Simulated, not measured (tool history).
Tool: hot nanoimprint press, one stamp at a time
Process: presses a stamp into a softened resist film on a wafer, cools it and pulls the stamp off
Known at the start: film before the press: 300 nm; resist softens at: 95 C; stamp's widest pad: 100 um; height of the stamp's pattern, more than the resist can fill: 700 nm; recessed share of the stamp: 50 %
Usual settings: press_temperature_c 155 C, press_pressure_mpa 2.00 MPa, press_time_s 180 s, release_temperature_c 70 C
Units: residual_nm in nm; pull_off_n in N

run     day  press_temperature_c  press_pressure_mpa  press_time_s  release_temperature_c  residual_nm  pull_off_n
  1   0.000                  155                2.00           180                     70        156.1         241
      0.333  -- plate thermocouple calibrated
      1.829  -- stamp cleaned and given a new release coat
  2   2.162                  155                2.00           180                     70        146.0         182
  3   3.825                  155                2.00           180                     70        146.8         184
  4   6.083                  155                2.00           180                     70        147.6         199
  5   7.483                  155                2.00           180                     70        147.6         207
      8.288  -- press's hydraulic seals changed and the load cell set to zero
  6   9.921                  155                2.00           180                     76        145.1         186
  7  11.346                  155                2.00           180                     76        144.4         192
  8  13.571                  155                2.00           180                     70        147.5         239
     14.842  -- stamp cleaned and given a new release coat
  9  14.979                  155                2.00           180                     70        146.8         186
 10  16.662                  146                2.00           180                     56        224.0         261
 11  18.121                  155                2.03           180                     70        146.4         197
 12  19.083                  155                2.08           180                     69        146.4         206
 13  21.050                  155                1.89           351                     69        119.9         216
 14  22.304                  155                1.89           351                     69        120.2         219
 15  23.962                  148                2.00           180                     70        209.9         229
 16  25.650                  148                2.00           180                     70        210.7         236
 17  27.012                  165                2.00           180                     70         87.5         247
     27.562  -- stamp cleaned and given a new release coat
 18  29.342                  165                2.00           180                     70         88.7         193

Some steps in residual_nm between neighbouring runs. How much of each would the tool show without its hidden state too (settings, what came in, random variation), and how much is left for the hidden state, with any gauge scatter that isn't in both results?
The hidden state here: true temperature over the reading, C; pressure that arrives at the usual setting, %; grip of the stamp's worn release coat, % over a new coat's; drift of the gauge itself on residual_nm, %; drift of the gauge itself on pull_off_n, %.
Run 1 -> 2: plate thermocouple calibrated, stamp cleaned and given a new release coat. residual_nm -10.1 nm: hidden state -10.0, all else -0.1.
Run 16 -> 17: press_temperature_c 148 -> 165. residual_nm -123.2 nm: hidden state -3.2, all else -120.0.

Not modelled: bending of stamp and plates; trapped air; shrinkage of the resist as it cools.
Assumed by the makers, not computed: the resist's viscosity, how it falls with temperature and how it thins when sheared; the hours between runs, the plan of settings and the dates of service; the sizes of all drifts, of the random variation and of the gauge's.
